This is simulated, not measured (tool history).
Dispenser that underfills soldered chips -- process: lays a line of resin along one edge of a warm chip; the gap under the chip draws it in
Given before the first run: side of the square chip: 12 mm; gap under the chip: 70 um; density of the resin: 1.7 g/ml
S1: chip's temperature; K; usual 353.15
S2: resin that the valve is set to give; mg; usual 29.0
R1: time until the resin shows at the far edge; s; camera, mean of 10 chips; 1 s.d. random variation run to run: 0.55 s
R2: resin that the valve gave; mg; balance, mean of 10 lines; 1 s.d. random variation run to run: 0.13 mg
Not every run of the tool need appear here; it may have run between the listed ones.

| run | hour | S1 | S2 | R1 | R2 |
|---|---|---|---|---|---|
| 1 | 0.0 | 353.15 | 29.0 | 46.8 | 26.69 |
|  | 4.8 | new syringe of resin |
|  | 5.8 | dispensing valve cleaned and set on the balance |
| 2 | 12.1 | 353.15 | 29.0 | 50.2 | 29.09 |
|  | 13.5 | new syringe of resin |
|  | 21.4 | new syringe of resin |
| 3 | 26.8 | 353.15 | 29.0 | 49.5 | 28.56 |
|  | 29.2 | new syringe of resin |
|  | 37.2 | new syringe of resin |
| 4 | 39.5 | 353.15 | 29.0 | 42.8 | 28.33 |
|  | 44.8 | new syringe of resin |
| 5 | 49.9 | 353.15 | 29.0 | 49.2 | 27.96 |
|  | 52.1 | new syringe of resin |
| 6 | 57.7 | 353.15 | 29.0 | 49.5 | 27.92 |
|  | 59.4 | new syringe of resin |
|  | 67.3 | new syringe of resin |
| 7 | 67.5 | 353.15 | 29.0 | 40.3 | 27.68 |
|  | 75.1 | new syringe of resin |
|  | 82.4 | new syringe of resin |
| 8 | 82.4 | 353.15 | 24.9 | 41.3 | 23.71 |
|  | 89.7 | new syringe of resin |
| 9 | 92.3 | 353.15 | 24.9 | 45.0 | 23.43 |
|  | 96.8 | new syringe of resin |
| 10 | 99.9 | 342.15 | 29.0 | 77.6 | 27.23 |
|  | 104.8 | new syringe of resin |
| 11 | 110.2 | 342.15 | 29.0 | 82.0 | 26.96 |
|  | 112.0 | new syringe of resin |
|  | 119.8 | new syringe of resin |
| 12 | 120.7 | 342.15 | 29.0 | 70.7 | 26.90 |
|  | 127.1 | new syringe of resin |
|  | 128.1 | dispensing valve cleaned and set on the balance |
| 13 | 131.2 | 342.15 | 29.0 | 76.3 | 28.87 |
|  | 135.6 | new syringe of resin |
| 14 | 139.2 | 342.15 | 29.0 | 78.7 | 28.84 |
|  | 143.6 | new syringe of resin |
| 15 | 145.8 | 342.15 | 29.0 | 73.2 | 28.78 |
|  | 150.6 | new syringe of resin |
|  | 157.9 | new syringe of resin |
| 16 | 160.0 | 342.15 | 29.0 | 74.3 | 28.33 |
|  | 164.9 | new syringe of resin |
| 17 | 166.6 | 342.15 | 29.0 | 72.4 | 28.42 |
|  | 172.3 | new syringe of resin |
| 18 | 176.5 | 342.15 | 29.0 | 76.7 | 27.80 |
|  | 179.4 | new syringe of resin |
| 19 | 183.8 | 363.15 | 25.5 | 28.8 | 24.47 |
|  | 187.6 | new syringe of resin |
| 20 | 191.2 | 365.15 | 30.5 | 24.6 | 29.23 |
|  | 195.4 | new syringe of resin |
| 21 | 201.8 | 365.15 | 30.5 | 27.6 | 28.90 |
|  | 203.5 | new syringe of resin |
|  | 211.3 | new syringe of resin |
| 22 | 215.1 | 360.15 | 29.0 | 32.1 | 27.34 |
|  | 218.7 | new syringe of resin |
|  | 226.5 | new syringe of resin |
| 23 | 227.4 | 343.15 | 29.0 | 65.7 | 27.12 |
|  | 233.6 | new syringe of resin |
| 24 | 240.3 | 343.15 | 29.0 | 81.4 | 26.80 |
|  | 241.9 | new syringe of resin |
|  | 249.5 | new syringe of resin |
|  | 250.5 | dispensing valve cleaned and set on the balance |
|  | 254.6 | stage's temperature calibrated |
| 25 | 255.9 | 362.15 | 35.7 | 34.2 | 35.64 |
|  | 259.2 | new syringe of resin |
| 26 | 265.6 | 353.15 | 35.7 | 56.6 | 35.08 |
|  | 266.7 | new syringe of resin |
|  | 274.6 | new syringe of resin |
| 27 | 280.7 | 351.15 | 26.4 | 60.8 | 25.76 |
|  | 282.0 | new syringe of resin |
|  | 289.2 | new syringe of resin |
| 28 | 294.6 | 355.15 | 28.7 | 49.4 | 27.87 |
|  | 296.2 | new syringe of resin |
|  | 303.5 | new syringe of resin |
| 29 | 307.5 | 339.15 | 25.6 | 107.4 | 24.51 |
|  | 311.1 | new syringe of resin |
|  | 318.9 | new syringe of resin |
| 30 | 323.0 | 339.15 | 25.6 | 105.7 | 24.27 |
|  | 326.7 | new syringe of resin |
|  | 333.9 | new syringe of resin |
| 31 | 334.8 | 350.15 | 31.7 | 54.4 | 30.13 |
|  | 341.3 | new syringe of resin |
|  | 348.4 | new syringe of resin |
| 32 | 350.0 | 346.15 | 29.0 | 67.2 | 27.09 |
|  | 355.7 | new syringe of resin |
| 33 | 357.2 | 364.15 | 37.7 | 26.4 | 34.94 |
|  | 363.0 | new syringe of resin |
| 34 | 366.9 | 358.15 | 25.2 | 40.5 | 23.16 |

Alternative continuations, all from the tool just after run 34; predict every row:
|  | 370.3 | new syringe of resin |
|  | 373.7 | dispensing valve cleaned and set on the balance |
|  | 378.8 | new syringe of resin |
| A | 379.7 | 363.15 | 36.6 | ? | ? |
|  | 370.3 | new syringe of resin |
|  | 373.7 | dispensing valve cleaned and set on the balance |
|  | 378.8 | new syringe of resin |
| B | 379.7 | 359.15 | 29.0 | ? | ? |
|  | 370.3 | new syringe of resin |
|  | 373.7 | dispensing valve cleaned and set on the balance |
|  | 378.8 | new syringe of resin |
| C | 379.7 | 353.15 | 25.7 | ? | ? |

| run | R1 | R2 |
|---|---|---|
| A | 27.3 | 36.35 |
| B | 32.8 | 29.07 |
| C | 45.7 | 25.42 |
What these runs would have given with no unlogged condition in the tool:
| run | R1 | R2 |
|---|---|---|
| A | 27.9 | 36.51 |
| B | 33.5 | 29.20 |
| C | 46.6 | 25.53 |

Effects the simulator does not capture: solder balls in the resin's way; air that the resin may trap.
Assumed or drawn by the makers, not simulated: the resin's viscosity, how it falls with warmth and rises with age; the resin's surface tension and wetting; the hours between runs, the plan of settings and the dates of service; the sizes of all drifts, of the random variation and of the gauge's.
